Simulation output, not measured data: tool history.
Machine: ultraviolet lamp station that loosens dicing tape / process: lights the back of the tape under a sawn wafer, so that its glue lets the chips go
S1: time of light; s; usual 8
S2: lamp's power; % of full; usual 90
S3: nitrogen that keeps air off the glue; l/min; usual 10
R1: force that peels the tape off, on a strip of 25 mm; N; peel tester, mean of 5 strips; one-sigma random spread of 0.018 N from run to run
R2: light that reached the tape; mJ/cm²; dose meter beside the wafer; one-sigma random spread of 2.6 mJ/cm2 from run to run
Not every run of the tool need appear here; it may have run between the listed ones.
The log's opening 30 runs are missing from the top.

| run | hour | S1 | S2 | S3 | R1 | R2 |
|---|---|---|---|---|---|---|
| 31 | 959.9 | 6 | 99 | 18 | 1.455 | 211 |
| 32 | 997 | 13 | 99 | 14 | 0.336 | 448 |
| 33 | 1042 | 13 | 99 | 14 | 0.324 | 449 |
| 34 | 1077.9 | 7 | 99 | 8 | 1.765 | 239 |
| 35 | 1114.3 | 7 | 99 | 8 | 1.803 | 235 |
| 36 | 1160.8 | 7 | 99 | 8 | 1.82 | 237 |
| 37 | 1190.5 | 4 | 60 | 8 | 5.205 | 82 |
| 38 | 1236.5 | 8 | 90 | 3 | 2.888 | 239 |
| 39 | 1271.8 | 8 | 90 | 20 | 1.112 | 234 |
| 40 | 1318.4 | 8 | 90 | 16 | 1.293 | 232 |
|  | 1338.3 | window cleaned of glue's vapour |
| 41 | 1360.1 | 5 | 90 | 10 | 2.816 | 157 |
| 42 | 1399.3 | 5 | 94 | 10 | 2.669 | 159 |
| 43 | 1423.6 | 5 | 94 | 10 | 2.765 | 164 |

4 options for the next run, each taken on its own from the tool as it stands now. Forecast them:
| A | 1451.7 | 5 | 94 | 8 | ? | ? |
| B | 1451.7 | 13 | 94 | 6 | ? | ? |
| C | 1451.7 | 11 | 82 | 10 | ? | ? |
| D | 1451.7 | 5 | 94 | 15 | ? | ? |

| run | R1 | R2 |
|---|---|---|
| A | 3.078 | 161 |
| B | 0.745 | 418 |
| C | 0.956 | 308 |
| D | 2.455 | 159 |
Had the tool no hidden state, the same runs would have come out as:
| run | R1 | R2 |
|---|---|---|
| A | 2.125 | 216 |
| B | 0.371 | 561 |
| C | 0.489 | 414 |
| D | 1.576 | 214 |

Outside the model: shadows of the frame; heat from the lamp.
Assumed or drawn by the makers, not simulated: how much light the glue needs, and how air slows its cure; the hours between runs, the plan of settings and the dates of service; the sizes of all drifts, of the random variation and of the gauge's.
